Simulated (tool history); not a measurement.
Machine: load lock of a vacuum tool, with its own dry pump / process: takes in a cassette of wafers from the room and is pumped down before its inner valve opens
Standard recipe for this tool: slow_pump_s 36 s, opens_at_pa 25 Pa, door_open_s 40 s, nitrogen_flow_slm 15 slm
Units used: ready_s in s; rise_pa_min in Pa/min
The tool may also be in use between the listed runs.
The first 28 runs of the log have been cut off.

run,day,slow_pump_s,opens_at_pa,door_open_s,nitrogen_flow_slm,"incoming humidity of the room's air, %",ready_s,rise_pa_min
29,109.996,35,41,53,42,46.1,50.9,0.097
30,112.242,56,40,123,9,40.3,69.6,0.123
31,114.85,56,40,123,9,48.8,69.6,0.135
32,120.279,56,40,123,9,48.6,69.3,0.138
33,123.571,56,40,123,9,43.4,69.6,0.127
34,128.917,36,41,139,5,44.2,51.9,0.144
35,132.729,45,28,95,11,44.6,61,0.119
36,137.746,45,28,95,11,42.4,60.8,0.121
37,143.071,45,28,95,12,47.7,61,0.123

Alternative continuations, all from the tool just after run 37; predict every row:
A,148.271,45,38,95,5,45.3,?,?
B,148.271,45,28,81,11,47.1,?,?
C,148.271,23,28,45,12,44.3,?,?
D,148.271,45,32,142,8,45.6,?,?

run,ready_s,rise_pa_min
A,60.2,0.137
B,60.8,0.125
C,41,0.11
D,60.7,0.145
Stripped of hidden state, with their random variation kept, the same runs would have yielded:
run,ready_s,rise_pa_min
A,59.8,0.062
B,60.3,0.049
C,40.5,0.034
D,60.3,0.069

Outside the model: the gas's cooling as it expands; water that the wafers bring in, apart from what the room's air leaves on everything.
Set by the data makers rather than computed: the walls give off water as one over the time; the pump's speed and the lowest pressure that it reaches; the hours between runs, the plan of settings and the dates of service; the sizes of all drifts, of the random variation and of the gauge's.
